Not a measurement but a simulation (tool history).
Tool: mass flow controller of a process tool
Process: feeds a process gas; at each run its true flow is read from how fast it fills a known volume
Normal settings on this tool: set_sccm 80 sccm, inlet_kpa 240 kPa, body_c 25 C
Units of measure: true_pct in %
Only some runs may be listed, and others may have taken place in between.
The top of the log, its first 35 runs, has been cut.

run 36 hour=12793.4 | set_sccm=11 inlet_kpa=240 body_c=27 | true_pct=100.5
run 37 hour=13193.6 | set_sccm=11 inlet_kpa=240 body_c=27 | true_pct=100.3
run 38 hour=13664.3 | set_sccm=11 inlet_kpa=240 body_c=27 | true_pct=100.38
run 39 hour=14061.3 | set_sccm=80 inlet_kpa=212 body_c=26 | true_pct=97.07
-- hour=14127.2 controller's zero set anew
run 40 hour=14494 | set_sccm=80 inlet_kpa=212 body_c=26 | true_pct=96.27
run 41 hour=14966.7 | set_sccm=80 inlet_kpa=255 body_c=27 | true_pct=96.38
run 42 hour=15281.7 | set_sccm=80 inlet_kpa=255 body_c=27 | true_pct=96.23
run 43 hour=15660.4 | set_sccm=80 inlet_kpa=269 body_c=27 | true_pct=96.18
run 44 hour=15950.4 | set_sccm=12 inlet_kpa=256 body_c=35 | true_pct=97.02
run 45 hour=16252.5 | set_sccm=12 inlet_kpa=148 body_c=28 | true_pct=95.76
run 46 hour=16533.9 | set_sccm=12 inlet_kpa=148 body_c=28 | true_pct=95.61
-- hour=16927.2 controller exchanged for a calibrated one
run 47 hour=16927.2 | set_sccm=12 inlet_kpa=148 body_c=29 | true_pct=99.02
run 48 hour=17450.5 | set_sccm=15 inlet_kpa=226 body_c=29 | true_pct=99.44

Here are 4 independent what-if runs from the current tool condition. What would each one return?
run A hour=17665.3 | set_sccm=80 inlet_kpa=181 body_c=25 | true_pct=?
run B hour=17665.3 | set_sccm=15 inlet_kpa=155 body_c=29 | true_pct=?
run C hour=17665.3 | set_sccm=15 inlet_kpa=156 body_c=29 | true_pct=?
run D hour=17665.3 | set_sccm=97 inlet_kpa=275 body_c=34 | true_pct=?

run=A true_pct=99.49
run=B true_pct=99.12
run=C true_pct=99.14
run=D true_pct=101.16
Take away the tool's hidden state, keep each run's random variation, and the runs would have read:
run=A true_pct=99.67
run=B true_pct=98.9
run=C true_pct=98.91
run=D true_pct=101.35
